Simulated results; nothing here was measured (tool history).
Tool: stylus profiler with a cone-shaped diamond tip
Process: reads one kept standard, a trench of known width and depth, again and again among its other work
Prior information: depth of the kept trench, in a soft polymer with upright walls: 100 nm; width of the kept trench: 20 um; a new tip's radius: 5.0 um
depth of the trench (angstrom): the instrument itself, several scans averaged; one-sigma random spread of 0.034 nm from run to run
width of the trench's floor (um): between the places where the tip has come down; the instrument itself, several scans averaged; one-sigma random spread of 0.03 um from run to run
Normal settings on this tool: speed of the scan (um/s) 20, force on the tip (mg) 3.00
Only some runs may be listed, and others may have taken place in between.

| run | hour | speed of the scan (um/s) | force on the tip (mg) | depth of the trench (angstrom) | width of the trench's floor (um) |
|---|---|---|---|---|---|
| 1 | 0.0 | 20 | 3.00 | 1006.4 | 17.89 |
| 2 | 20.9 | 20 | 3.00 | 1006.2 | 17.86 |
| 3 | 42.9 | 20 | 3.00 | 1005.9 | 17.85 |
| 4 | 65.0 | 20 | 3.00 | 1006.3 | 17.96 |
| 5 | 74.2 | 20 | 3.00 | 1006.8 | 17.89 |
| 6 | 95.7 | 20 | 3.00 | 1006.8 | 17.86 |
| 7 | 117.0 | 20 | 3.00 | 1006.7 | 17.83 |
| 8 | 127.3 | 20 | 7.12 | 1012.0 | 17.92 |
| 9 | 138.0 | 20 | 7.12 | 1012.0 | 17.96 |
| 10 | 151.4 | 20 | 3.00 | 1007.0 | 17.81 |
| 11 | 163.3 | 20 | 1.41 | 1003.8 | 17.86 |
| 12 | 182.8 | 20 | 1.41 | 1004.3 | 17.87 |
| 13 | 204.9 | 20 | 1.41 | 1004.2 | 17.84 |
| 14 | 224.9 | 20 | 1.41 | 1003.7 | 17.83 |
| 15 | 236.3 | 50 | 1.32 | 1003.5 | 17.59 |
| 16 | 252.7 | 31 | 2.93 | 1006.4 | 17.85 |
| 17 | 275.0 | 36 | 2.93 | 1006.6 | 17.80 |
| 18 | 292.9 | 20 | 1.75 | 1004.4 | 17.85 |
| 19 | 308.4 | 20 | 1.75 | 1004.7 | 17.89 |
| 20 | 325.8 | 20 | 1.75 | 1004.1 | 17.85 |
| 21 | 343.9 | 20 | 1.75 | 1004.0 | 17.92 |
| 22 | 356.0 | 20 | 1.75 | 1004.6 | 17.85 |
| 23 | 365.9 | 20 | 1.75 | 1004.7 | 17.84 |
| 24 | 379.9 | 20 | 8.52 | 1013.0 | 17.95 |
| 25 | 399.6 | 37 | 3.00 | 1006.6 | 17.79 |
| 26 | 420.0 | 37 | 3.00 | 1006.9 | 17.80 |
| 27 | 431.6 | 68 | 1.92 | 1004.8 | 17.52 |
| 28 | 441.7 | 79 | 1.38 | 1003.1 | 17.34 |

4 ways to go on from here, each from the tool as it stands after run 28. What would each give?
| A | 452.2 | 13 | 1.24 | ? | ? |
| B | 452.2 | 7 | 1.38 | ? | ? |
| C | 452.2 | 20 | 2.74 | ? | ? |
| D | 452.2 | 26 | 1.38 | ? | ? |

| run | depth of the trench (angstrom) | width of the trench's floor (um) |
|---|---|---|
| A | 1003.7 | 17.87 |
| B | 1003.5 | 17.94 |
| C | 1005.7 | 17.86 |
| D | 1003.8 | 17.77 |
Take away the tool's hidden state, keep each run's random variation, and the runs would have read:
| run | depth of the trench (angstrom) | width of the trench's floor (um) |
|---|---|---|
| A | 1003.8 | 17.88 |
| B | 1003.6 | 17.95 |
| C | 1005.7 | 17.87 |
| D | 1003.8 | 17.77 |
